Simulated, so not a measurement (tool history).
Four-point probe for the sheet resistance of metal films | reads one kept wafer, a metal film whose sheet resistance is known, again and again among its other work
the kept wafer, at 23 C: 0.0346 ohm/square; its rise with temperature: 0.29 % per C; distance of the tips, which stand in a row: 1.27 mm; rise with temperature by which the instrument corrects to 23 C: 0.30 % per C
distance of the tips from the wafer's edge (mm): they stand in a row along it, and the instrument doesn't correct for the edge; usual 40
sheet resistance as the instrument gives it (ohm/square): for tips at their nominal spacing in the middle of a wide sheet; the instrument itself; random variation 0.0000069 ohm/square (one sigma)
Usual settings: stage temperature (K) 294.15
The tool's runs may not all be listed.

run,day,stage temperature (K),distance of the tips from the wafer's edge (mm),sheet resistance as the instrument gives it (ohm/square)
1,0,294.15,40,0.034668
2,0.925,294.15,40,0.034674
3,2.104,294.15,40,0.034676
4,3.542,294.15,40,0.034698
5,4.196,300.15,40,0.034682
6,5.525,306.15,40,0.03466
7,6.883,294.15,8,0.035158
8,7.804,294.15,8,0.035163
9,8.825,294.15,8,0.035163
10,10.217,294.15,8,0.035165
11,11.008,294.15,8,0.035161
12,11.933,294.15,20,0.034779
13,12.6,294.15,20,0.034778
14,13.683,296.15,74,0.034706
15,14.958,300.15,26,0.034755
# day 15.108: stage's thermometer calibrated
16,15.862,300.15,26,0.034753
17,17.125,300.15,26,0.034769
18,18.096,300.15,26,0.034773
# day 19.5: stage's thermometer calibrated, once more
19,19.508,293.15,6,0.035537
20,20.912,301.15,6,0.035517
21,22.075,307.15,4,0.036485
22,23.142,307.15,4,0.036484
23,23.829,304.15,57,0.034712
24,24.554,301.15,41,0.034748
25,25.812,299.15,36,0.034761

Forecast each of these 4 alternatives for the next run:
A,26.488,295.15,5,?
B,26.488,300.15,4,?
C,26.488,301.15,29,?
D,26.488,294.15,6,?

run,sheet resistance as the instrument gives it (ohm/square)
A,0.035922
B,0.036518
C,0.034761
D,0.035556
Without the tool's hidden state the same runs would have given:
run,sheet resistance as the instrument gives it (ohm/square)
A,0.035775
B,0.036369
C,0.034619
D,0.035411
